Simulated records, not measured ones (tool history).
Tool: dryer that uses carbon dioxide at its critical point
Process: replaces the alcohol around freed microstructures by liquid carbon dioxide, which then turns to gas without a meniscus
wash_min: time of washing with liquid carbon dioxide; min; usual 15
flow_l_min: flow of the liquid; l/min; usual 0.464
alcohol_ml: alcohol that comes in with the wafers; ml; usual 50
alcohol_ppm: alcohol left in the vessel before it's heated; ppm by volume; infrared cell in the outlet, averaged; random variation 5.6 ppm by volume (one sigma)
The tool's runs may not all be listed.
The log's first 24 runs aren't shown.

Run 25, day 12.658: usual settings but wash_min 16 min, flow_l_min 0.572 l/min, alcohol_ml 42 ml. Result: alcohol_ppm 71 ppm by volume.
Run 26, day 13.158: usual settings but wash_min 19 min, flow_l_min 0.521 l/min, alcohol_ml 26 ml. Result: alcohol_ppm 52 ppm by volume.
Run 27, day 13.725: usual settings but wash_min 19 min, flow_l_min 0.521 l/min, alcohol_ml 26 ml. Result: alcohol_ppm 41 ppm by volume.
Run 28, day 14.021: usual settings but wash_min 12 min, flow_l_min 0.521 l/min, alcohol_ml 26 ml. Result: alcohol_ppm 297 ppm by volume.
Run 29, day 14.554: usual settings but wash_min 12 min, flow_l_min 0.521 l/min, alcohol_ml 26 ml. Result: alcohol_ppm 312 ppm by volume.
Run 30, day 15.021: usual settings but wash_min 20 min. Result: alcohol_ppm 85 ppm by volume.
Run 31, day 15.696: usual settings but flow_l_min 0.566 l/min, alcohol_ml 84 ml. Result: alcohol_ppm 214 ppm by volume.
Run 32, day 16.108: usual settings but wash_min 21 min, flow_l_min 0.354 l/min, alcohol_ml 84 ml. Result: alcohol_ppm 420 ppm by volume.
Run 33, day 16.683: usual settings but wash_min 21 min, flow_l_min 0.354 l/min, alcohol_ml 84 ml. Result: alcohol_ppm 449 ppm by volume.
Run 34, day 17.396: usual settings but wash_min 21 min, flow_l_min 0.354 l/min, alcohol_ml 84 ml. Result: alcohol_ppm 460 ppm by volume.
Run 35, day 17.808: usual settings but wash_min 19 min, flow_l_min 0.333 l/min, alcohol_ml 88 ml. Result: alcohol_ppm 1046 ppm by volume.
Run 36, day 18.521: usual settings but wash_min 21 min, alcohol_ml 23 ml. Result: alcohol_ppm 39 ppm by volume.

Forecast each of these 3 alternatives for the next run:
Run A, day 18.971: usual settings but wash_min 22 min, alcohol_ml 23 ml. Result: alcohol_ppm ?.
Run B, day 18.971: usual settings but wash_min 24 min, alcohol_ml 45 ml. Result: alcohol_ppm ?.
Run C, day 18.971: usual settings but wash_min 21 min, alcohol_ml 38 ml. Result: alcohol_ppm ?.

run  alcohol_ppm
  A           46
  B           55
  C           66
Without the tool's hidden state the same runs would have given:
run  alcohol_ppm
  A            8
  B           18
  C           13

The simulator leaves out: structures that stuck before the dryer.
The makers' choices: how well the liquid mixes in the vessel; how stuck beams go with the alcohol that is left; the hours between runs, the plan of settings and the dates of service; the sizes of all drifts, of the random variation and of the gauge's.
